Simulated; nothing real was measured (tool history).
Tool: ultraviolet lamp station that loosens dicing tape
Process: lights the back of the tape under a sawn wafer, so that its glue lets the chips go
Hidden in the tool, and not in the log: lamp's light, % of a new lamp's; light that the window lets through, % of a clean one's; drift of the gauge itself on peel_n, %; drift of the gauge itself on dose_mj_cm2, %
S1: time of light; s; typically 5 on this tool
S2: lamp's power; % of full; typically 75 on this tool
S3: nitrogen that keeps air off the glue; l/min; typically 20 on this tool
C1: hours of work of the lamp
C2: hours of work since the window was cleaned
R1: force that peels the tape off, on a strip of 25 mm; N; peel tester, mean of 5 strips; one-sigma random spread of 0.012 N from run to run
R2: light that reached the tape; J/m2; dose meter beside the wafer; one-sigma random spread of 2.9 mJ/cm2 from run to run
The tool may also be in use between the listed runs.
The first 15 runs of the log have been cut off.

run,hour,S1,S2,S3,C1,C2,R1,R2
16,607.8,3,75,20,1342,603,2.573,1710
# hour 630.5: window cleaned of glue's vapour
17,636.0,3,75,20,1361,4,2.453,1850
18,659.9,5,75,20,1378,20,1.063,3050
19,696.5,5,75,27,1404,46,0.913,2990
20,722.9,5,75,27,1422,64,0.932,3010
21,749.4,5,69,9,1440,83,2.011,2710
22,774.9,3,97,25,1458,101,1.576,2250
23,825.0,3,94,37,1493,135,1.410,2200
24,846.9,4,98,15,1508,151,1.287,2990
25,872.3,7,75,15,1526,168,0.699,4020
26,911.5,5,75,10,1553,196,1.756,2870
27,938.2,6,82,39,1572,214,0.498,3690
28,976.4,6,82,39,1598,241,0.471,3690
29,1024.5,6,82,39,1632,274,0.501,3670

Forecast run 30:
30,1055.9,6,82,39,1654,296,?,?

{"run 30": {"R1": 0.528, "R2": 3630}}
Had the tool carried no hidden state, the very same run would have given R1 0.237 N, R2 5430 J/m2.
